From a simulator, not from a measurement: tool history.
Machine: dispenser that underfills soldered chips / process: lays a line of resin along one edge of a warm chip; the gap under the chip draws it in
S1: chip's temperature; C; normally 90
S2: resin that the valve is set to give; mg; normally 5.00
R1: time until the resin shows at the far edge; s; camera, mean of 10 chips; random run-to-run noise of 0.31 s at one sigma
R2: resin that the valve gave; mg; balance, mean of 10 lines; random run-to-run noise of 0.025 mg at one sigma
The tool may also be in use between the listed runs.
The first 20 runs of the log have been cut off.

run    day   S1    S2    R1    R2
     6.121  -- new syringe of resin
 21  6.242   81  5.40  13.3  5.34
     6.550  -- new syringe of resin
 22  6.662   81  5.40  13.2  5.28
     6.975  -- new syringe of resin
 23  7.000  102  5.11   4.8  4.99
 24  7.358  102  5.11   7.5  4.94
     7.400  -- new syringe of resin
 25  7.683   81  4.71  16.0  4.53
     7.854  -- new syringe of resin
 26  8.012   81  4.71  14.4  4.51
 27  8.225   83  5.64  16.2  5.43
     8.292  -- new syringe of resin
 28  8.467   85  4.93  12.6  4.70
     8.725  -- new syringe of resin
 29  8.771   98  5.14   6.1  4.91
     8.904  -- dispensing valve cleaned and set on the balance
 30  9.092   90  5.92  11.1  5.93
     9.212  -- new syringe of resin
 31  9.417   90  5.92   9.9  5.88
     9.667  -- new syringe of resin
 32  9.712   77  5.42  14.9  5.34
 33  9.896   78  6.33  16.8  6.26

4 ways to go on from here, each from the tool as it stands after run 33. What would each give?
     10.108  -- new syringe of resin
  A  10.179   94  4.25   ?   ?
     10.108  -- new syringe of resin
  B  10.179  103  5.00   ?   ?
     10.108  -- new syringe of resin
  C  10.179   82  6.33   ?   ?
     10.108  -- new syringe of resin
  D  10.179   98  4.33   ?   ?

run    R1    R2
  A   7.1  4.19
  B   5.5  4.93
  C  12.7  6.24
  D   6.3  4.25
Stripped of hidden state, with their random variation kept, the same runs would have yielded:
run    R1    R2
  A   6.1  4.27
  B   4.8  5.03
  C  11.2  6.36
  D   5.5  4.33
